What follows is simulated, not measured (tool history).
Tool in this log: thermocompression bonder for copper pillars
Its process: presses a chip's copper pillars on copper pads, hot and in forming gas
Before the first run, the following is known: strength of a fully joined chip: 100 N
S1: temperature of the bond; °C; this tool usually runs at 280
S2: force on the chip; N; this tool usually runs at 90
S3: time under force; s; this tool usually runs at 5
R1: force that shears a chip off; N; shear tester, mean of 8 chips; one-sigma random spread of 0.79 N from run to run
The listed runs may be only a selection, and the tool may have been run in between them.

run	hour	S1	S2	S3	R1
1	0	280	90	5	58.3
2	12.9	280	90	5	58.2
3	25	280	90	5	56.9
4	41.9	280	90	5	56.9
5	50	280	78	5	53.3
6	60.6	280	78	5	52.9
7	73.1	280	78	5	53.8
8	91.1	280	90	5	56.3
# hour 94.2: force cell calibrated
9	108.7	280	90	5	55.9
10	121.8	280	90	5	57.1
# hour 134: forming gas filter changed
11	134.8	296	90	7	76.1
12	144.3	298	86	13	86.9
13	159.4	281	90	5	60.8
14	174.8	291	90	5	67.8
# hour 177.5: force cell calibrated, once more
15	184.1	291	90	5	67.1
16	198.9	291	90	15	85.8
17	217.3	288	90	12	79.6

5 ways to go on from here, each from the tool as it stands after run 17. What would each give?
A	231.2	256	76	7	?
B	231.2	307	90	12	?
C	231.2	301	90	12	?
D	231.2	288	102	3	?
E	231.2	266	127	12	?

run	R1
A	40.8
B	90.4
C	87.2
D	59.1
E	72.2
Stripped of hidden state, with their random variation kept, the same runs would have yielded:
run	R1
A	43.1
B	92
C	89
D	61.5
E	74.6

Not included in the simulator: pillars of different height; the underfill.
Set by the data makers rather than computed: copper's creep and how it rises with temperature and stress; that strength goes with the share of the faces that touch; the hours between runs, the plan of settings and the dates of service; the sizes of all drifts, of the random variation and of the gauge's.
